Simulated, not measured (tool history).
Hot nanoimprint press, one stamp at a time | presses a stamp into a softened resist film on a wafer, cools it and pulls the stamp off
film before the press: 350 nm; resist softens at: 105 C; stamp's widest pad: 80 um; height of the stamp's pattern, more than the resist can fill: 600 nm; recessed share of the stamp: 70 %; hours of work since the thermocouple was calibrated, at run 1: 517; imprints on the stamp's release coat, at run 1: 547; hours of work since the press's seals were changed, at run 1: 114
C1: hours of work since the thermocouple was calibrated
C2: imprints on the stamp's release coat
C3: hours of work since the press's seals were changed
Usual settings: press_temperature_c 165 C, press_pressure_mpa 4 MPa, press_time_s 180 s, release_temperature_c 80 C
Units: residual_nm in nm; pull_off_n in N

Run 1, hour 0: usual settings; C1 517; C2 547; C3 114. Result: residual_nm 159.4 nm, pull_off_n 95.6 N.
Run 2, hour 4.6: usual settings; C1 519; C2 560; C3 116. Result: residual_nm 158.9 nm, pull_off_n 95.1 N.
Run 3, hour 11.8: usual settings; C1 522; C2 581; C3 119. Result: residual_nm 159.8 nm, pull_off_n 93.7 N.
Run 4, hour 17.2: usual settings but press_pressure_mpa 4.95 MPa; C1 525; C2 596; C3 121. Result: residual_nm 143.3 nm, pull_off_n 95 N.
Run 5, hour 26.6: usual settings but press_pressure_mpa 4.75 MPa; C1 529; C2 623; C3 125. Result: residual_nm 145.3 nm, pull_off_n 95.2 N.
Run 6, hour 37.5: usual settings; C1 533; C2 655; C3 130. Result: residual_nm 160.1 nm, pull_off_n 95.6 N.
Run 7, hour 45.2: usual settings; C1 537; C2 677; C3 133. Result: residual_nm 158.7 nm, pull_off_n 94.4 N.
Run 8, hour 51.6: usual settings; C1 539; C2 695; C3 136. Result: residual_nm 158.4 nm, pull_off_n 96.2 N.
Run 9, hour 60.1: usual settings; C1 543; C2 719; C3 139. Result: residual_nm 158.6 nm, pull_off_n 96.2 N.
Run 10, hour 65.4: usual settings; C1 545; C2 735; C3 141. Result: residual_nm 157.8 nm, pull_off_n 95.3 N.
Run 11, hour 74.9: usual settings but press_pressure_mpa 5.27 MPa; C1 549; C2 762; C3 145. Result: residual_nm 137.4 nm, pull_off_n 96.3 N.
Run 12, hour 80.7: usual settings; C1 552; C2 778; C3 148. Result: residual_nm 158.6 nm, pull_off_n 96.1 N.
Run 13, hour 89.8: usual settings; C1 555; C2 805; C3 152. Result: residual_nm 157.4 nm, pull_off_n 97 N.
Run 14, hour 99.3: usual settings; C1 559; C2 832; C3 156. Result: residual_nm 157.5 nm, pull_off_n 96.2 N.
Run 15, hour 107.9: usual settings; C1 563; C2 857; C3 159. Result: residual_nm 158.6 nm, pull_off_n 96 N.
Run 16, hour 114.8: usual settings but press_temperature_c 171 C, press_pressure_mpa 4.65 MPa, press_time_s 316 s; C1 566; C2 876; C3 162. Result: residual_nm 86.2 nm, pull_off_n 96.3 N.
Run 17, hour 119.4: usual settings but press_temperature_c 171 C, press_pressure_mpa 5.85 MPa, press_time_s 232 s, release_temperature_c 76 C; C1 568; C2 890; C3 164. Result: residual_nm 86.7 nm, pull_off_n 103.1 N.
Run 18, hour 125.3: usual settings but press_temperature_c 175 C, press_pressure_mpa 3.15 MPa, press_time_s 260 s; C1 570; C2 907; C3 167. Result: residual_nm 95.8 nm, pull_off_n 96.2 N.
Run 19, hour 130.1: usual settings but press_temperature_c 176 C, press_pressure_mpa 2.68 MPa; C1 572; C2 920; C3 169. Result: residual_nm 115.7 nm, pull_off_n 97.3 N.
Run 20, hour 135.1: usual settings but press_temperature_c 176 C, press_time_s 95 s, release_temperature_c 83 C; C1 575; C2 935; C3 171. Result: residual_nm 118.3 nm, pull_off_n 93 N.
Run 21, hour 144.9: usual settings; C1 579; C2 963; C3 175. Result: residual_nm 157.5 nm, pull_off_n 97 N.
At hour 149.4: plate thermocouple calibrated.
Run 22, hour 158: usual settings but release_temperature_c 75 C; C1 4; C2 992; C3 179. Result: residual_nm 172.9 nm, pull_off_n 105.7 N.
Run 23, hour 163.5: usual settings but release_temperature_c 75 C; C1 6; C2 1008; C3 182. Result: residual_nm 174.9 nm, pull_off_n 106.2 N.
Run 24, hour 171.4: usual settings but press_pressure_mpa 5.66 MPa; C1 9; C2 1030; C3 185. Result: residual_nm 147.5 nm, pull_off_n 100.4 N.
Run 25, hour 178.8: usual settings but press_temperature_c 158 C, press_pressure_mpa 3.99 MPa, press_time_s 341 s; C1 12; C2 1051; C3 188. Result: residual_nm 202.1 nm, pull_off_n 101.4 N.
Run 26, hour 188.4: usual settings but press_temperature_c 158 C, press_pressure_mpa 3.99 MPa, press_time_s 341 s; C1 16; C2 1079; C3 192. Result: residual_nm 202.3 nm, pull_off_n 101.6 N.
Run 27, hour 198.4: usual settings but press_temperature_c 161 C, press_pressure_mpa 3.05 MPa, press_time_s 325 s, release_temperature_c 70 C; C1 21; C2 1108; C3 196. Result: residual_nm 197.6 nm, pull_off_n 112.8 N.
Run 28, hour 202.9: usual settings but press_temperature_c 175 C, press_pressure_mpa 3.05 MPa, release_temperature_c 72 C; C1 23; C2 1120; C3 198. Result: residual_nm 123.3 nm, pull_off_n 110.4 N.
Run 29, hour 210.4: usual settings but press_temperature_c 175 C, press_pressure_mpa 3.05 MPa, release_temperature_c 72 C; C1 26; C2 1142; C3 201. Result: residual_nm 123.9 nm, pull_off_n 110.3 N.

4 ways to go on from here, each from the tool as it stands after run 29. What would each give?
Run A, hour 219.5: usual settings but press_time_s 291 s; C1 30; C2 1168; C3 205. Result: residual_nm ?, pull_off_n ?.
Run B, hour 219.5: usual settings but press_temperature_c 159 C, press_pressure_mpa 4.98 MPa, press_time_s 141 s, release_temperature_c 72 C; C1 30; C2 1168; C3 205. Result: residual_nm ?, pull_off_n ?.
Run C, hour 219.5: usual settings but press_temperature_c 168 C, press_pressure_mpa 2.99 MPa, release_temperature_c 82 C; C1 30; C2 1168; C3 205. Result: residual_nm ?, pull_off_n ?.
Run D, hour 219.5: usual settings but press_time_s 231 s, release_temperature_c 69 C; C1 30; C2 1168; C3 205. Result: residual_nm ?, pull_off_n ?.

run  residual_nm  pull_off_n
  A          148       100.7
  B        226.1       111.7
  C        173.8        98.5
  D          160       115.4
Without the tool's hidden state the same runs would have given:
run  residual_nm  pull_off_n
  A        146.7        91.7
  B        224.4       101.7
  C        172.6        89.7
  D        158.7       105.1
